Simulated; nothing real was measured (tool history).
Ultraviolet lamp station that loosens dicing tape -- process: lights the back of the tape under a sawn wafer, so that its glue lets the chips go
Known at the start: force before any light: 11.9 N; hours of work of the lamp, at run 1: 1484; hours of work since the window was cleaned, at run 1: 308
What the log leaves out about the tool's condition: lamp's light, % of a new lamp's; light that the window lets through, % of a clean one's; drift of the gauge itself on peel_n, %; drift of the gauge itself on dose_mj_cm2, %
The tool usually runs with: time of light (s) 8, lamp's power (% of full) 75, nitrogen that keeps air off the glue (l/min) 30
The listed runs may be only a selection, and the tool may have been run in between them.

run	hour	time of light (s)	lamp's power (% of full)	nitrogen that keeps air off the glue (l/min)	hours of work of the lamp	hours of work since the window was cleaned	force that peels the tape off (N)	light that reached the tape (mJ/cm²)
1	0	8	75	30	1484	308	0.866	187
2	96.1	11	75	30	1541	364	0.439	250
3	196.4	11	75	30	1600	424	0.447	242
4	238.5	11	75	30	1625	448	0.484	239
# hour 253.4: window cleaned of glue's vapour
5	311.3	8	99	30	1668	34	0.397	259
6	362.7	8	99	30	1698	65	0.422	260
# hour 391.2: lamp changed
7	443.1	8	99	30	31	112	0.276	329
8	522.6	8	99	30	78	158	0.277	324
9	590.4	8	75	12	118	199	1.038	237
10	658.7	8	75	12	158	239	1.124	235
11	717.5	8	75	12	193	274	1.162	228
12	766.9	8	75	12	222	303	1.201	229
13	858.1	8	75	12	276	357	1.223	225
14	925.1	8	75	21	316	396	0.783	218
15	1019.9	8	75	21	372	452	0.855	214
# hour 1029.5: window cleaned of glue's vapour
16	1084.4	8	77	30	409	32	0.427	251
17	1156.8	8	77	30	452	75	0.457	250
18	1257.4	8	77	30	512	135	0.479	240
19	1299.9	8	77	30	537	160	0.487	236
20	1383.7	8	77	30	586	209	0.507	228
21	1458	8	89	30	630	253	0.401	262
22	1553	5	89	30	686	309	1.181	157

Forecast run 23:
23	1632.7	8	74	9	733	356	?	?

Run 23 measured force that peels the tape off (N) 1.842, light that reached the tape (mJ/cm²) 206.
Take away the tool's hidden state, keep the run-to-run variation as it was, and the same run would have given force that peels the tape off (N) 1.201, light that reached the tape (mJ/cm²) 258.

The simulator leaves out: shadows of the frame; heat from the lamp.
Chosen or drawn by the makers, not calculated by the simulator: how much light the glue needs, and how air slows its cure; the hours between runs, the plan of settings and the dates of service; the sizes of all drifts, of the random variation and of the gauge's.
